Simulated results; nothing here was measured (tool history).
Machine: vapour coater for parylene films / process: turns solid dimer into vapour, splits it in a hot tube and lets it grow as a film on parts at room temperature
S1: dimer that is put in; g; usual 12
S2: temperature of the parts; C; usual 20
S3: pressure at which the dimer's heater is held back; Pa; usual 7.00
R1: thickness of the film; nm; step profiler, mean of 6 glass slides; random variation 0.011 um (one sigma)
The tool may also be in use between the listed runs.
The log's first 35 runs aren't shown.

Run 36, day 43.750: usual settings but S1 16 g, S2 26 C, S3 3.07 Pa. Result: R1 2020 nm.
Run 37, day 45.438: usual settings but S1 20 g. Result: R1 2710 nm.
Run 38, day 47.188: usual settings but S1 5 g, S2 25 C. Result: R1 550 nm.
Run 39, day 48.571: usual settings but S1 5 g, S2 25 C. Result: R1 550 nm.
Run 40, day 49.700: usual settings but S1 6 g, S2 15 C, S3 3.03 Pa. Result: R1 1200 nm.
Run 41, day 51.292: usual settings but S1 22 g, S2 15 C, S3 3.03 Pa. Result: R1 4410 nm.
At day 52.638: trap's valve overhauled.
Run 42, day 53.092: usual settings but S1 15 g, S2 13 C, S3 3.03 Pa. Result: R1 3450 nm.
Run 43, day 53.879: usual settings but S1 7 g, S2 12 C, S3 2.43 Pa. Result: R1 1780 nm.
Run 44, day 55.250: usual settings but S1 20 g, S2 12 C, S3 7.64 Pa. Result: R1 3920 nm.
Run 45, day 56.508: usual settings but S2 12 C. Result: R1 2420 nm.
Run 46, day 57.521: usual settings but S1 11 g. Result: R1 1560 nm.
Run 47, day 59.192: usual settings but S2 19 C. Result: R1 1740 nm.
Run 48, day 60.588: usual settings but S2 19 C. Result: R1 1750 nm.

Forecast each of these 3 alternatives for the next run:
Run A, day 62.042: usual settings but S1 11 g, S2 16 C, S3 7.83 Pa. Result: R1 ?.
Run B, day 62.042: usual settings but S2 12 C. Result: R1 ?.
Run C, day 62.042: usual settings but S2 19 C, S3 2.09 Pa. Result: R1 ?.

run    R1
  A  1780
  B  2360
  C  2290
Had the tool no hidden state, the same runs would have come out as:
run    R1
  A  1770
  B  2350
  C  2280

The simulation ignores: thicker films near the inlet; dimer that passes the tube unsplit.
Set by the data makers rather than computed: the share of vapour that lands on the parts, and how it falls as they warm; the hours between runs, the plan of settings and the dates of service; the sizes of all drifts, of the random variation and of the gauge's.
